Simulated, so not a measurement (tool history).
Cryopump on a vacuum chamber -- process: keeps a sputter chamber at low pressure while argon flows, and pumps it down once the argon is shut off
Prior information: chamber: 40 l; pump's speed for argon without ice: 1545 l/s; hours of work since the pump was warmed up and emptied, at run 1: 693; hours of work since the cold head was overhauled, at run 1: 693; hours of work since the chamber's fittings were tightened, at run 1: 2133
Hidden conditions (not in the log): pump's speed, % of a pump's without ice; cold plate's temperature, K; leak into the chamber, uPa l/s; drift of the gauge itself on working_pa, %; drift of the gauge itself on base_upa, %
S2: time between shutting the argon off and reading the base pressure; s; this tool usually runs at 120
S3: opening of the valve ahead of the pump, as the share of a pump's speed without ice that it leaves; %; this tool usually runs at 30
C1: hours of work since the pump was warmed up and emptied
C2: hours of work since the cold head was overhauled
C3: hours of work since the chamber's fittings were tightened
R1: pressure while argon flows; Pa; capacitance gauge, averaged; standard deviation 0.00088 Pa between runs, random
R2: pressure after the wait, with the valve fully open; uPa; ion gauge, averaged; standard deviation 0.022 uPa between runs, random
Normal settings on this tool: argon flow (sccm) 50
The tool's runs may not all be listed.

run 1 hour=0 | argon_flow_(sccm)=50 S2=120 S3=30 | C1=693 C2=693 C3=2133 | R1=0.1908 R2=0.87
run 2 hour=32.5 | argon_flow_(sccm)=50 S2=120 S3=23 | C1=717 C2=717 C3=2157 | R1=0.2462 R2=0.88
run 3 hour=64.3 | argon_flow_(sccm)=50 S2=120 S3=23 | C1=740 C2=740 C3=2181 | R1=0.2485 R2=0.88
run 4 hour=94.5 | argon_flow_(sccm)=50 S2=120 S3=23 | C1=762 C2=762 C3=2203 | R1=0.2486 R2=0.91
run 5 hour=125.4 | argon_flow_(sccm)=50 S2=120 S3=23 | C1=785 C2=785 C3=2226 | R1=0.2469 R2=0.84
run 6 hour=143.1 | argon_flow_(sccm)=50 S2=46 S3=23 | C1=798 C2=798 C3=2239 | R1=0.2467 R2=1.48
run 7 hour=161.7 | argon_flow_(sccm)=50 S2=46 S3=23 | C1=812 C2=812 C3=2253 | R1=0.2493 R2=1.47
run 8 hour=194.4 | argon_flow_(sccm)=50 S2=46 S3=23 | C1=836 C2=836 C3=2277 | R1=0.2495 R2=1.44
run 9 hour=215.8 | argon_flow_(sccm)=50 S2=120 S3=28 | C1=852 C2=852 C3=2293 | R1=0.2061 R2=0.86
run 10 hour=249.3 | argon_flow_(sccm)=50 S2=120 S3=28 | C1=877 C2=877 C3=2317 | R1=0.206 R2=0.88
run 11 hour=264.2 | argon_flow_(sccm)=50 S2=120 S3=30 | C1=888 C2=888 C3=2328 | R1=0.1923 R2=0.87
run 12 hour=291.6 | argon_flow_(sccm)=23 S2=120 S3=30 | C1=908 C2=908 C3=2348 | R1=0.089 R2=0.85
run 13 hour=324.7 | argon_flow_(sccm)=74 S2=120 S3=30 | C1=932 C2=932 C3=2373 | R1=0.2877 R2=0.9
run 14 hour=342.3 | argon_flow_(sccm)=74 S2=120 S3=30 | C1=945 C2=945 C3=2386 | R1=0.2867 R2=0.91
run 15 hour=364.1 | argon_flow_(sccm)=74 S2=120 S3=30 | C1=961 C2=961 C3=2402 | R1=0.2885 R2=0.91
run 16 hour=398.2 | argon_flow_(sccm)=74 S2=120 S3=30 | C1=986 C2=986 C3=2427 | R1=0.2873 R2=0.91
run 17 hour=426.4 | argon_flow_(sccm)=74 S2=120 S3=30 | C1=1007 C2=1007 C3=2448 | R1=0.2868 R2=0.9

What does the tool deliver on the next run?
run 18 hour=458.3 | argon_flow_(sccm)=57 S2=26 S3=30 | C1=1031 C2=1031 C3=2472 | R1=? R2=?

R1: 0.2252 Pa
R2: 2.35 uPa
With the hidden condition absent and the run-to-run variation left alone, this run would have shown R1 0.2099 Pa, R2 2.01 uPa.
